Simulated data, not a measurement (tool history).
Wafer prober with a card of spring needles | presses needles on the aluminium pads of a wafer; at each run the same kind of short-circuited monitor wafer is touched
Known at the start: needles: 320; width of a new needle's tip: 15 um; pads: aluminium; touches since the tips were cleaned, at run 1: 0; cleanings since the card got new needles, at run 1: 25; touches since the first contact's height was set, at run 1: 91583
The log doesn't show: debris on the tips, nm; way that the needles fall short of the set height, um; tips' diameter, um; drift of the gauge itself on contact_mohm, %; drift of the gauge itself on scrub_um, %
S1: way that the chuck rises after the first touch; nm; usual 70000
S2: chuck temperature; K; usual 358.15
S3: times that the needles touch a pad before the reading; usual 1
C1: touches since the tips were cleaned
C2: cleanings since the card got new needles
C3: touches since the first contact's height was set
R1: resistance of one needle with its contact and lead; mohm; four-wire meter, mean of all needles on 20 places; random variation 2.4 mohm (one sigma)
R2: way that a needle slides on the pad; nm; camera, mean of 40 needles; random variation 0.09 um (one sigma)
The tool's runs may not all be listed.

| run | hour | S1 | S2 | S3 | C1 | C2 | C3 | R1 | R2 |
|---|---|---|---|---|---|---|---|---|---|
| 1 | 0.0 | 70000 | 358.15 | 1 | 0 | 25 | 91583 | 277 | 10950 |
| 2 | 8.7 | 53000 | 358.15 | 1 | 3034 | 25 | 94617 | 311 | 8200 |
|  | 9.5 | tips cleaned on abrasive film |
| 3 | 13.3 | 53000 | 358.15 | 1 | 1329 | 26 | 96202 | 341 | 8280 |
|  | 19.2 | tips cleaned on abrasive film |
| 4 | 21.5 | 53000 | 358.15 | 1 | 779 | 27 | 99009 | 295 | 8230 |
|  | 29.1 | tips cleaned on abrasive film |
| 5 | 31.8 | 53000 | 358.15 | 1 | 919 | 28 | 102567 | 291 | 8260 |
|  | 39.1 | tips cleaned on abrasive film |
| 6 | 42.2 | 53000 | 358.15 | 1 | 1065 | 29 | 106162 | 297 | 8170 |
|  | 48.8 | tips cleaned on abrasive film |
| 7 | 50.7 | 70000 | 302.15 | 1 | 653 | 30 | 109088 | 268 | 10840 |
|  | 55.4 | tips cleaned on abrasive film, once more |
| 8 | 59.8 | 70000 | 358.15 | 1 | 1552 | 31 | 112256 | 291 | 10730 |
|  | 65.5 | tips cleaned on abrasive film |
| 9 | 66.6 | 70000 | 358.15 | 1 | 403 | 32 | 114593 | 278 | 10730 |
| 10 | 72.7 | 70000 | 358.15 | 1 | 2534 | 32 | 116724 | 296 | 10900 |
|  | 75.2 | tips cleaned on abrasive film |
| 11 | 81.0 | 68000 | 358.15 | 1 | 2047 | 33 | 119588 | 294 | 10510 |
|  | 84.9 | tips cleaned on abrasive film |
| 12 | 90.1 | 70000 | 358.15 | 2 | 1806 | 34 | 122717 | 288 | 10950 |
|  | 94.6 | tips cleaned on abrasive film |
| 13 | 99.0 | 70000 | 358.15 | 1 | 1531 | 35 | 125769 | 289 | 10710 |
|  | 104.6 | tips cleaned on abrasive film |
| 14 | 109.1 | 70000 | 358.15 | 2 | 1553 | 36 | 129263 | 287 | 10890 |
|  | 114.6 | tips cleaned on abrasive film |
| 15 | 114.6 | 70000 | 358.15 | 2 | 0 | 37 | 131152 | 276 | 10680 |
| 16 | 123.5 | 70000 | 358.15 | 2 | 3103 | 37 | 134255 | 289 | 10770 |
|  | 124.0 | tips cleaned on abrasive film |
| 17 | 130.1 | 70000 | 358.15 | 2 | 2136 | 38 | 136543 | 294 | 10720 |
|  | 133.5 | tips cleaned on abrasive film |
| 18 | 137.2 | 79000 | 326.15 | 1 | 1279 | 39 | 138960 | 274 | 12210 |
| 19 | 141.8 | 86000 | 300.15 | 2 | 2910 | 39 | 140591 | 268 | 13350 |
|  | 143.6 | tips cleaned on abrasive film |
| 20 | 147.2 | 86000 | 300.15 | 2 | 1240 | 40 | 142420 | 259 | 13360 |
|  | 153.2 | tips cleaned on abrasive film |
| 21 | 153.5 | 86000 | 300.15 | 2 | 104 | 41 | 144584 | 257 | 13130 |
| 22 | 159.3 | 55000 | 298.15 | 1 | 2135 | 41 | 146615 | 295 | 8260 |
|  | 163.2 | tips cleaned on abrasive film |
| 23 | 168.6 | 52000 | 391.15 | 1 | 1876 | 42 | 149820 | 317 | 7960 |
|  | 172.7 | tips cleaned on abrasive film |
| 24 | 174.7 | 84000 | 305.15 | 2 | 717 | 43 | 151941 | 263 | 12910 |
|  | 182.1 | tips cleaned on abrasive film |
| 25 | 183.1 | 52000 | 338.15 | 2 | 343 | 44 | 154809 | 282 | 7910 |
| 26 | 188.3 | 52000 | 338.15 | 2 | 2173 | 44 | 156639 | 294 | 7750 |
|  | 192.2 | tips cleaned on abrasive film |
| 27 | 196.6 | 74000 | 322.15 | 2 | 1522 | 45 | 159498 | 274 | 11280 |
|  | 201.6 | tips cleaned on abrasive film |
| 28 | 201.6 | 74000 | 322.15 | 2 | 0 | 46 | 161213 | 266 | 11300 |
|  | 211.4 | tips cleaned on abrasive film |
| 29 | 211.7 | 74000 | 319.15 | 2 | 128 | 47 | 164706 | 262 | 11240 |
| 30 | 217.4 | 62000 | 304.15 | 3 | 2126 | 47 | 166704 | 270 | 9370 |
|  | 221.1 | tips cleaned on abrasive film |
| 31 | 224.6 | 62000 | 304.15 | 3 | 1221 | 48 | 169168 | 263 | 9340 |
|  | 230.5 | tips cleaned on abrasive film |
| 32 | 232.2 | 81000 | 304.15 | 2 | 577 | 49 | 171777 | 260 | 12560 |
|  | 239.9 | tips cleaned on abrasive film |
| 33 | 241.0 | 70000 | 369.15 | 1 | 371 | 50 | 174803 | 284 | 10750 |

4 ways to go on from here, each from the tool as it stands after run 33. What would each give?
| A | 246.5 | 87000 | 322.15 | 2 | 2303 | 50 | 176735 | ? | ? |
| B | 246.5 | 79000 | 358.15 | 1 | 2303 | 50 | 176735 | ? | ? |
| C | 246.5 | 55000 | 355.15 | 1 | 2303 | 50 | 176735 | ? | ? |
| D | 246.5 | 55000 | 336.15 | 1 | 2303 | 50 | 176735 | ? | ? |

| run | R1 | R2 |
|---|---|---|
| A | 275 | 13450 |
| B | 288 | 12100 |
| C | 306 | 8150 |
| D | 300 | 8320 |
Without the tool's hidden state the same runs would have given:
| run | R1 | R2 |
|---|---|---|
| A | 265 | 14020 |
| B | 270 | 12670 |
| C | 273 | 8710 |
| D | 267 | 8890 |
